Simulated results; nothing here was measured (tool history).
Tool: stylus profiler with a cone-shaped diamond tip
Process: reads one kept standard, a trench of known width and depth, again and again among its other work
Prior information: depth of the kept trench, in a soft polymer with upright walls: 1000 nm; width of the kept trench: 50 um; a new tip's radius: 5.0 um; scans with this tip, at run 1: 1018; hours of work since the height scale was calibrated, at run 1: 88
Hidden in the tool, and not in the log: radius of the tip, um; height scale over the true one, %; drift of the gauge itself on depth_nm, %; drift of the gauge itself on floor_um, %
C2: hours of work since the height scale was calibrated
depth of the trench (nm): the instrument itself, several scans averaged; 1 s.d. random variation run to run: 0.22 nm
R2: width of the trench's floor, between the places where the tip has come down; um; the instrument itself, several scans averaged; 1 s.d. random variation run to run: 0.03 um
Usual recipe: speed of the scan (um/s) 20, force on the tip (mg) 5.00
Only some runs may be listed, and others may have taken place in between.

{"run": 1, "hour": 0.0, "speed of the scan (um/s)": 20, "force on the tip (mg)": 5.0, "scans with this tip": 1018, "C2": 88, "depth of the trench (nm)": 1017.64, "R2": 43.87}
{"run": 2, "hour": 9.3, "speed of the scan (um/s)": 20, "force on the tip (mg)": 13.05, "scans with this tip": 1089, "C2": 94, "depth of the trench (nm)": 1034.4, "R2": 43.83}
{"run": 3, "hour": 23.7, "speed of the scan (um/s)": 20, "force on the tip (mg)": 13.05, "scans with this tip": 1199, "C2": 104, "depth of the trench (nm)": 1034.16, "R2": 43.84}
{"run": 4, "hour": 33.8, "speed of the scan (um/s)": 20, "force on the tip (mg)": 7.37, "scans with this tip": 1276, "C2": 111, "depth of the trench (nm)": 1023.05, "R2": 43.78}
{"run": 5, "hour": 40.1, "speed of the scan (um/s)": 20, "force on the tip (mg)": 7.37, "scans with this tip": 1325, "C2": 115, "depth of the trench (nm)": 1023.38, "R2": 43.77}
{"run": 6, "hour": 50.6, "speed of the scan (um/s)": 20, "force on the tip (mg)": 5.0, "scans with this tip": 1405, "C2": 122, "depth of the trench (nm)": 1017.82, "R2": 43.78}
{"run": 7, "hour": 60.4, "speed of the scan (um/s)": 20, "force on the tip (mg)": 5.0, "scans with this tip": 1480, "C2": 128, "depth of the trench (nm)": 1018.3, "R2": 43.78}
{"run": 8, "hour": 66.8, "speed of the scan (um/s)": 20, "force on the tip (mg)": 5.0, "scans with this tip": 1529, "C2": 133, "depth of the trench (nm)": 1017.78, "R2": 43.72}
{"run": 9, "hour": 78.9, "speed of the scan (um/s)": 20, "force on the tip (mg)": 5.0, "scans with this tip": 1622, "C2": 141, "depth of the trench (nm)": 1018.31, "R2": 43.75}
{"run": 10, "hour": 93.2, "speed of the scan (um/s)": 20, "force on the tip (mg)": 1.88, "scans with this tip": 1731, "C2": 150, "depth of the trench (nm)": 1009.07, "R2": 43.69}
{"run": 11, "hour": 102.4, "speed of the scan (um/s)": 23, "force on the tip (mg)": 5.0, "scans with this tip": 1802, "C2": 156, "depth of the trench (nm)": 1018.01, "R2": 43.73}
{"run": 12, "hour": 117.9, "speed of the scan (um/s)": 23, "force on the tip (mg)": 5.0, "scans with this tip": 1920, "C2": 167, "depth of the trench (nm)": 1017.94, "R2": 43.66}
{"run": 13, "hour": 133.0, "speed of the scan (um/s)": 23, "force on the tip (mg)": 5.0, "scans with this tip": 2036, "C2": 177, "depth of the trench (nm)": 1018.13, "R2": 43.63}
{"run": 14, "hour": 140.7, "speed of the scan (um/s)": 10, "force on the tip (mg)": 5.0, "scans with this tip": 2095, "C2": 182, "depth of the trench (nm)": 1018.25, "R2": 43.69}
{"run": 15, "hour": 150.7, "speed of the scan (um/s)": 20, "force on the tip (mg)": 1.88, "scans with this tip": 2171, "C2": 188, "depth of the trench (nm)": 1009.38, "R2": 43.58}
{"run": 16, "hour": 165.1, "speed of the scan (um/s)": 20, "force on the tip (mg)": 3.85, "scans with this tip": 2281, "C2": 198, "depth of the trench (nm)": 1015.29, "R2": 43.59}
{"run": 17, "hour": 175.4, "speed of the scan (um/s)": 58, "force on the tip (mg)": 5.0, "scans with this tip": 2360, "C2": 205, "depth of the trench (nm)": 1018.11, "R2": 43.5}
{"run": 18, "hour": 185.7, "speed of the scan (um/s)": 58, "force on the tip (mg)": 5.0, "scans with this tip": 2439, "C2": 212, "depth of the trench (nm)": 1017.87, "R2": 43.49}
{"run": 19, "hour": 194.4, "speed of the scan (um/s)": 13, "force on the tip (mg)": 5.0, "scans with this tip": 2505, "C2": 217, "depth of the trench (nm)": 1018.48, "R2": 43.61}
{"run": 20, "hour": 209.8, "speed of the scan (um/s)": 13, "force on the tip (mg)": 3.74, "scans with this tip": 2623, "C2": 228, "depth of the trench (nm)": 1014.93, "R2": 43.57}
{"run": 21, "hour": 221.6, "speed of the scan (um/s)": 20, "force on the tip (mg)": 2.69, "scans with this tip": 2713, "C2": 235, "depth of the trench (nm)": 1012.16, "R2": 43.53}
{"run": 22, "hour": 229.5, "speed of the scan (um/s)": 32, "force on the tip (mg)": 13.15, "scans with this tip": 2774, "C2": 241, "depth of the trench (nm)": 1034.83, "R2": 43.56}
{"run": 23, "hour": 237.8, "speed of the scan (um/s)": 17, "force on the tip (mg)": 14.77, "scans with this tip": 2838, "C2": 246, "depth of the trench (nm)": 1037.49, "R2": 43.57}
{"run": 24, "hour": 250.9, "speed of the scan (um/s)": 18, "force on the tip (mg)": 7.89, "scans with this tip": 2938, "C2": 255, "depth of the trench (nm)": 1025.0, "R2": 43.46}
{"run": 25, "hour": 265.4, "speed of the scan (um/s)": 18, "force on the tip (mg)": 2.06, "scans with this tip": 3048, "C2": 264, "depth of the trench (nm)": 1010.4, "R2": 43.51}
{"run": 26, "hour": 272.1, "speed of the scan (um/s)": 18, "force on the tip (mg)": 2.06, "scans with this tip": 3100, "C2": 269, "depth of the trench (nm)": 1010.35, "R2": 43.41}
{"run": 27, "hour": 286.0, "speed of the scan (um/s)": 13, "force on the tip (mg)": 7.08, "scans with this tip": 3206, "C2": 278, "depth of the trench (nm)": 1023.09, "R2": 43.48}
{"run": 28, "hour": 300.0, "speed of the scan (um/s)": 57, "force on the tip (mg)": 4.53, "scans with this tip": 3313, "C2": 287, "depth of the trench (nm)": 1016.93, "R2": 43.31}
{"run": 29, "hour": 312.2, "speed of the scan (um/s)": 57, "force on the tip (mg)": 4.53, "scans with this tip": 3407, "C2": 295, "depth of the trench (nm)": 1017.27, "R2": 43.33}
{"run": 30, "hour": 324.6, "speed of the scan (um/s)": 57, "force on the tip (mg)": 4.53, "scans with this tip": 3502, "C2": 304, "depth of the trench (nm)": 1017.65, "R2": 43.29}
{"run": 31, "hour": 338.7, "speed of the scan (um/s)": 57, "force on the tip (mg)": 4.53, "scans with this tip": 3610, "C2": 313, "depth of the trench (nm)": 1017.18, "R2": 43.28}
{"run": 32, "hour": 354.2, "speed of the scan (um/s)": 11, "force on the tip (mg)": 3.19, "scans with this tip": 3728, "C2": 323, "depth of the trench (nm)": 1013.68, "R2": 43.43}
{"run": 33, "hour": 363.7, "speed of the scan (um/s)": 20, "force on the tip (mg)": 3.19, "scans with this tip": 3801, "C2": 330, "depth of the trench (nm)": 1014.02, "R2": 43.35}
{"run": 34, "hour": 376.6, "speed of the scan (um/s)": 20, "force on the tip (mg)": 3.19, "scans with this tip": 3900, "C2": 338, "depth of the trench (nm)": 1013.58, "R2": 43.29}
{"run": 35, "hour": 388.1, "speed of the scan (um/s)": 20, "force on the tip (mg)": 3.19, "scans with this tip": 3988, "C2": 346, "depth of the trench (nm)": 1013.56, "R2": 43.32}
{"run": 36, "hour": 403.5, "speed of the scan (um/s)": 20, "force on the tip (mg)": 3.19, "scans with this tip": 4105, "C2": 356, "depth of the trench (nm)": 1013.65, "R2": 43.31}
{"run": 37, "hour": 410.6, "speed of the scan (um/s)": 20, "force on the tip (mg)": 3.19, "scans with this tip": 4160, "C2": 361, "depth of the trench (nm)": 1014.08, "R2": 43.27}
{"run": 38, "hour": 425.0, "speed of the scan (um/s)": 20, "force on the tip (mg)": 3.19, "scans with this tip": 4270, "C2": 370, "depth of the trench (nm)": 1013.9, "R2": 43.28}

Each row is a separate what-if for the run after 38, all from the same tool condition, not one after another. Results?
{"run": "A", "hour": 431.6, "speed of the scan (um/s)": 9, "force on the tip (mg)": 12.52, "scans with this tip": 4321, "C2": 375, "depth of the trench (nm)": "?", "R2": "?"}
{"run": "B", "hour": 431.6, "speed of the scan (um/s)": 18, "force on the tip (mg)": 2.58, "scans with this tip": 4321, "C2": 375, "depth of the trench (nm)": "?", "R2": "?"}
{"run": "C", "hour": 431.6, "speed of the scan (um/s)": 11, "force on the tip (mg)": 9.76, "scans with this tip": 4321, "C2": 375, "depth of the trench (nm)": "?", "R2": "?"}
{"run": "D", "hour": 431.6, "speed of the scan (um/s)": 11, "force on the tip (mg)": 5.0, "scans with this tip": 4321, "C2": 375, "depth of the trench (nm)": "?", "R2": "?"}
{"run": "E", "hour": 431.6, "speed of the scan (um/s)": 10, "force on the tip (mg)": 5.0, "scans with this tip": 4321, "C2": 375, "depth of the trench (nm)": "?", "R2": "?"}

run=A depth_of_the_trench_(nm)=1033.91 R2=43.32
run=B depth_of_the_trench_(nm)=1012.15 R2=43.24
run=C depth_of_the_trench_(nm)=1028.79 R2=43.29
run=D depth_of_the_trench_(nm)=1018.91 R2=43.28
run=E depth_of_the_trench_(nm)=1018.42 R2=43.29
Had the tool no hidden state, the same runs would have come out as:
run=A depth_of_the_trench_(nm)=1033.50 R2=43.99
run=B depth_of_the_trench_(nm)=1011.75 R2=43.91
run=C depth_of_the_trench_(nm)=1028.38 R2=43.96
run=D depth_of_the_trench_(nm)=1018.50 R2=43.96
run=E depth_of_the_trench_(nm)=1018.01 R2=43.96
